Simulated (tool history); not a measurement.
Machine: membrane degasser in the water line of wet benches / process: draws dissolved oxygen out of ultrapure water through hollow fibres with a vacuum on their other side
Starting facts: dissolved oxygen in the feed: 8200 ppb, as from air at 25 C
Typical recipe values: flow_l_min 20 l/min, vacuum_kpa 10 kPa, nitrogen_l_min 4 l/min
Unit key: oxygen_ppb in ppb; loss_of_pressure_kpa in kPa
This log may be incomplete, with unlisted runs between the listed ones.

| run | hour | flow_l_min | vacuum_kpa | nitrogen_l_min | oxygen_ppb | loss_of_pressure_kpa |
|---|---|---|---|---|---|---|
| 1 | 0 | 20 | 10 | 4 | 187.1 | 67.99 |
| 2 | 32.5 | 20 | 21.5 | 4 | 323.2 | 68.31 |
| 3 | 84.3 | 20 | 21.5 | 4 | 320.2 | 68.43 |
| 4 | 136.8 | 20 | 10 | 2.45 | 235.3 | 68.25 |
| 5 | 186.6 | 20 | 10 | 2.45 | 234 | 68.4 |
| 6 | 251 | 20 | 10 | 2.45 | 234.4 | 68.38 |
| 7 | 295.1 | 13 | 10 | 2.45 | 110.6 | 44.21 |
| 8 | 364.9 | 20 | 10 | 3.46 | 199.5 | 68.21 |
| 9 | 432.6 | 20 | 10 | 4 | 186.2 | 68.19 |
| 10 | 500.5 | 20 | 6.1 | 4 | 138.4 | 68.54 |
| 11 | 541.4 | 20 | 6.1 | 4 | 141.7 | 68.39 |
| 12 | 593.8 | 20 | 10 | 4 | 185.8 | 68.78 |
| 13 | 639.1 | 20 | 10 | 4 | 188.8 | 68.72 |
| 14 | 708.4 | 20 | 10 | 4 | 188.4 | 68.58 |
| 15 | 773.8 | 20 | 10 | 4 | 185 | 68.43 |
| 16 | 806.5 | 20 | 10 | 4 | 189.6 | 68.6 |
| 17 | 855 | 20 | 10 | 4 | 184.2 | 68.71 |
|  | 859.7 | vacuum gauge calibrated |
| 18 | 918.8 | 20 | 10 | 1.69 | 292.6 | 68.8 |
| 19 | 983.8 | 17 | 23.5 | 1.74 | 520.9 | 58.15 |
| 20 | 1027.6 | 17 | 23.5 | 1.74 | 508.8 | 58.43 |

Predict the results of run 21:
| 21 | 1073.9 | 32 | 23.5 | 8.07 | ? | ? |

{"run 21": {"oxygen_ppb": 542.8, "loss_of_pressure_kpa": 109.46}}
Had the tool carried no hidden state, the very same run would have given oxygen_ppb 526.8 ppb, loss_of_pressure_kpa 108.23 kPa.

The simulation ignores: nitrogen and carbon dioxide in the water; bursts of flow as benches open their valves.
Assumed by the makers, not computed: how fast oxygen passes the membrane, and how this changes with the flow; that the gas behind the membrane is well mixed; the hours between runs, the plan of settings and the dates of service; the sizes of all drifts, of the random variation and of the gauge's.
